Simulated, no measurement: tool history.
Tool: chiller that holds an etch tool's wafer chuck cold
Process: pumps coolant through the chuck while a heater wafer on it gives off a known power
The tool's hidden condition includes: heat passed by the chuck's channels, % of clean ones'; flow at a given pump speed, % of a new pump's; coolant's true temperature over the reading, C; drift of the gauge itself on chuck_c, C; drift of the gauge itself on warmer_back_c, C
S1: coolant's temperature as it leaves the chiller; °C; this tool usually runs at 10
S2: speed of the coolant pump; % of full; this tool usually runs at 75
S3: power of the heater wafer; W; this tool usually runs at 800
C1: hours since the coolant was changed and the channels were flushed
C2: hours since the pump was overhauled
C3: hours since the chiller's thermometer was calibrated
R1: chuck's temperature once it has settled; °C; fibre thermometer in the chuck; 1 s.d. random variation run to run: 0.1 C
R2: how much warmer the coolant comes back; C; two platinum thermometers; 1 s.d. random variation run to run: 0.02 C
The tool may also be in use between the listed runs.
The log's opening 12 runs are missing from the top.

{"run": 13, "day": 49.042, "S1": 13, "S2": 75, "S3": 800, "C1": 5909, "C2": 348, "C3": 3779, "R1": 27.8, "R2": 3.12}
{"day": 51.046, "done": "coolant pump overhauled, once more"}
{"run": 14, "day": 53.596, "S1": 10, "S2": 75, "S3": 1061, "C1": 6013, "C2": 61, "C3": 3883, "R1": 26.4, "R2": 3.35}
{"run": 15, "day": 57.421, "S1": 10, "S2": 75, "S3": 1061, "C1": 6105, "C2": 153, "C3": 3975, "R1": 26.3, "R2": 3.31}
{"day": 60.617, "done": "coolant changed, channels flushed"}
{"run": 16, "day": 60.617, "S1": 10, "S2": 62, "S3": 800, "C1": 0, "C2": 224, "C3": 4046, "R1": 21.3, "R2": 3.01}
{"day": 62.596, "done": "chiller's thermometer calibrated"}
{"run": 17, "day": 65.95, "S1": 10, "S2": 75, "S3": 800, "C1": 127, "C2": 351, "C3": 80, "R1": 20.2, "R2": 2.56}
{"run": 18, "day": 70.879, "S1": 10, "S2": 73, "S3": 821, "C1": 245, "C2": 469, "C3": 199, "R1": 20.8, "R2": 2.64}
{"run": 19, "day": 74.483, "S1": 10, "S2": 73, "S3": 821, "C1": 332, "C2": 555, "C3": 285, "R1": 20.6, "R2": 2.69}
{"run": 20, "day": 77.808, "S1": 4, "S2": 83, "S3": 489, "C1": 412, "C2": 635, "C3": 365, "R1": 9.7, "R2": 1.41}
{"run": 21, "day": 80.958, "S1": 9, "S2": 73, "S3": 484, "C1": 487, "C2": 711, "C3": 441, "R1": 15.3, "R2": 1.55}
{"run": 22, "day": 85.183, "S1": 11, "S2": 75, "S3": 800, "C1": 589, "C2": 812, "C3": 542, "R1": 21.2, "R2": 2.58}
{"run": 23, "day": 89.75, "S1": 11, "S2": 75, "S3": 800, "C1": 698, "C2": 922, "C3": 652, "R1": 21.5, "R2": 2.55}
{"run": 24, "day": 93.733, "S1": 11, "S2": 75, "S3": 800, "C1": 794, "C2": 1017, "C3": 747, "R1": 21.5, "R2": 2.58}
{"run": 25, "day": 98.783, "S1": 10, "S2": 60, "S3": 800, "C1": 915, "C2": 1139, "C3": 869, "R1": 22.8, "R2": 3.22}
{"run": 26, "day": 103.588, "S1": 10, "S2": 61, "S3": 467, "C1": 1030, "C2": 1254, "C3": 984, "R1": 17.4, "R2": 1.84}
{"run": 27, "day": 107.417, "S1": 10, "S2": 61, "S3": 467, "C1": 1122, "C2": 1346, "C3": 1076, "R1": 17.4, "R2": 1.84}
{"run": 28, "day": 111.925, "S1": 10, "S2": 82, "S3": 474, "C1": 1230, "C2": 1454, "C3": 1184, "R1": 15.8, "R2": 1.4}
{"run": 29, "day": 115.192, "S1": 10, "S2": 82, "S3": 474, "C1": 1309, "C2": 1532, "C3": 1262, "R1": 15.8, "R2": 1.44}
{"run": 30, "day": 119.704, "S1": 10, "S2": 65, "S3": 858, "C1": 1417, "C2": 1641, "C3": 1371, "R1": 23.0, "R2": 3.22}
{"run": 31, "day": 122.725, "S1": 8, "S2": 65, "S3": 1073, "C1": 1490, "C2": 1713, "C3": 1443, "R1": 24.6, "R2": 4.03}
{"run": 32, "day": 127.938, "S1": 8, "S2": 96, "S3": 732, "C1": 1615, "C2": 1838, "C3": 1568, "R1": 15.9, "R2": 1.89}
{"run": 33, "day": 131.271, "S1": 4, "S2": 66, "S3": 560, "C1": 1695, "C2": 1918, "C3": 1648, "R1": 12.6, "R2": 2.09}

3 ways to go on from here, each from the tool as it stands after run 33. What would each give?
{"run": "A", "day": 135.533, "S1": 15, "S2": 63, "S3": 539, "C1": 1797, "C2": 2021, "C3": 1750, "R1": "?", "R2": "?"}
{"run": "B", "day": 135.533, "S1": 12, "S2": 66, "S3": 560, "C1": 1797, "C2": 2021, "C3": 1750, "R1": "?", "R2": "?"}
{"run": "C", "day": 135.533, "S1": 6, "S2": 74, "S3": 408, "C1": 1797, "C2": 2021, "C3": 1750, "R1": "?", "R2": "?"}

run=A R1=23.5 R2=2.13
run=B R1=20.4 R2=2.10
run=C R1=11.5 R2=1.38
Had the tool no hidden state, the same runs would have come out as:
run=A R1=22.9 R2=2.03
run=B R1=19.8 R2=2.01
run=C R1=11.1 R2=1.31
